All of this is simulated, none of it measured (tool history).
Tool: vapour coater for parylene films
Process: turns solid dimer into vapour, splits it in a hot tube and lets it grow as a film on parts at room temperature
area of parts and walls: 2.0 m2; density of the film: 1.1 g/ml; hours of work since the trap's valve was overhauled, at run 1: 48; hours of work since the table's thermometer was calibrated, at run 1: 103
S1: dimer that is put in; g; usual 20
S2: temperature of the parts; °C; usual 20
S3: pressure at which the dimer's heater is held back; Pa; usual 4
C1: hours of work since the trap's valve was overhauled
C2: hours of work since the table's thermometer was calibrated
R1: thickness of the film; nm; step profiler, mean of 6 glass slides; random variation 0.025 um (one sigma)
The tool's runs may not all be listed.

run    hour  S1  S2     S3   C1   C2    R1
  1       0  20  20      4   48  103  4620
  2      48  20  20      4   86  141  4550
  3   111.3  20  20      4  136  191  4480
  4   147.2  20  20      4  164  220  4470
  5   206.9  20  20      4  211  267  4410
  6   234.3  20  20      4  233  288  4370
  7   279.7  20  20      4  269  324  4320
      308.4  -- trap's valve overhauled
  8   338.9  20  26      4   24  368  3500
  9   377.2  20  26      4   54  398  3460
 10   419.9  20  20      4   88  432  4650
 11   469.4  20  20      4  127  471  4550
 12   517.3  20  20      4  165  509  4500
 13   575.5  20  20      4  211  555  4450
 14   611.4  20  20      4  239  583  4410
 15     660  20  20      4  278  622  4370
      678.2  -- trap's valve overhauled
 16   727.1  20  26      4   39  672  3550
 17   766.4   9  26      4   70  703  1560
 18   820.7   9  26      4  113  746  1560
 19   863.9  31  14  11.31  147  780  7470
 20   897.1  31  21   3.87  173  806  6750
      903.7  -- table's thermometer calibrated
 21   947.6  24  21   2.12  212   35  6040
 22  1002.9  24  21   2.12  256   78  5940
     1048.7  -- trap's valve overhauled
 23  1063.9  24  21   2.12   12  123  6470
 24  1123.6  25  24   3.47   59  171  5140
 25  1164.8  25  24   3.47   92  203  5060
     1197.5  -- table's thermometer calibrated, once more
 26  1214.7  10  20      4  130   14  2260
 27    1251  10  20      4  159   42  2240
 28  1277.2  10  20      4  180   63  2220
 29  1314.1   9  15   5.33  209   92  2370
 30  1367.2  10  20      4  251  134  2180
 31  1399.9   8  16   2.59  277  160  2310
     1419.3  -- trap's valve overhauled
 32  1437.1  20  17      4   14  186  5420
 33  1491.1  23  20   3.81   57  229  5380
 34  1521.9  18  20   8.64   81  253  3410

Measured less the same run without the tool's hidden state. The same run-to-run variation is in both; the gauge's scatter may not be:
The hidden state here: vapour lost through the trap's worn valve, %; true temperature of the parts over the reading, C; drift of the gauge itself on film_um, %.
run    R1
  1   -80
  2  -120
  3  -180
  4  -210
  5  -280
  6  -300
  7  -340
  8   -10
  9   -30
 10   -90
 11  -130
 12  -180
 13  -230
 14  -270
 15  -320
 16   +20
 17   -10
 18   -20
 19  -170
 20  -200
 21  -190
 22  -260
 23  +230
 24  +130
 25   +90
 26   -90
 27  -110
 28  -120
 29  -140
 30  -160
 31  -190
 32   -30
 33   -80
 34   -80

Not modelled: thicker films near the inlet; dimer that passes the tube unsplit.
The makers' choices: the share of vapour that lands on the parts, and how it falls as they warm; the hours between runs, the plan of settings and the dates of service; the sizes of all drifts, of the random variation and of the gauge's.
